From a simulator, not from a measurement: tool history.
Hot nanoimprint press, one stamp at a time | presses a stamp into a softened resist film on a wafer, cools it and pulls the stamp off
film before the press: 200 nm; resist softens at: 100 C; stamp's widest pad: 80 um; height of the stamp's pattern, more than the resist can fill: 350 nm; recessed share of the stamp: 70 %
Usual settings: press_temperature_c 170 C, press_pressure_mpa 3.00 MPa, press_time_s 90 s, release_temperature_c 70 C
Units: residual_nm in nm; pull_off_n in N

run,hour,press_temperature_c,press_pressure_mpa,press_time_s,release_temperature_c,residual_nm,pull_off_n
1,0.0,170,3.00,90,70,80.2,161
2,28.2,170,3.00,90,70,80.0,164
3,52.6,170,3.00,127,70,70.6,167
4,66.4,170,3.00,127,70,70.6,169
5,93.4,170,3.00,127,70,70.7,173
6,116.5,167,3.00,127,70,78.6,173
# hour 138.2: stamp cleaned and given a new release coat
7,143.2,167,3.00,127,70,78.5,155
8,160.6,167,3.00,127,70,78.7,157
9,176.4,181,3.00,90,70,54.9,154
10,198.0,181,3.62,90,70,49.4,159
11,227.1,181,3.62,90,70,49.1,165
12,250.6,181,3.62,90,70,49.2,165
# hour 263.5: plate thermocouple calibrated
13,266.3,170,3.00,90,67,78.1,173
14,294.9,170,3.00,90,67,78.1,177
15,314.0,170,3.00,90,67,77.9,180
16,334.6,170,2.70,115,67,75.8,181
# hour 351.4: stamp cleaned and given a new release coat
17,363.0,171,3.00,90,70,75.2,153
18,375.8,171,3.00,90,70,74.9,153
19,397.1,170,2.92,52,70,95.0,156
20,410.8,170,2.49,90,65,85.6,171
# hour 431.4: plate thermocouple calibrated, once more
21,431.4,170,3.06,178,62,64.4,182
22,449.3,170,3.00,86,70,84.2,165
23,476.5,170,3.00,151,77,68.9,152
# hour 503.5: press's hydraulic seals changed and the load cell set to zero
24,505.6,170,2.76,76,70,89.3,170
25,521.7,170,2.76,76,70,89.3,171
26,540.2,170,2.76,76,70,89.2,174
27,558.9,179,2.76,48,70,77.5,175
# hour 573.1: stamp cleaned and given a new release coat
28,582.7,179,2.76,48,70,77.8,156
29,602.1,178,3.00,90,70,61.0,157

Forecast each of these 5 alternatives for the next run:
A,624.1,175,3.00,47,65,?,?
B,624.1,178,3.00,140,68,?,?
C,624.1,170,2.63,90,70,?,?
D,624.1,167,3.00,90,70,?,?
E,624.1,162,4.53,90,59,?,?

run,residual_nm,pull_off_n
A,84.8,172
B,51.5,162
C,86.0,158
D,88.9,162
E,85.7,188
Without the tool's hidden state the same runs would have given:
run,residual_nm,pull_off_n
A,85.8,167
B,52.2,157
C,87.0,153
D,90.0,157
E,86.9,182
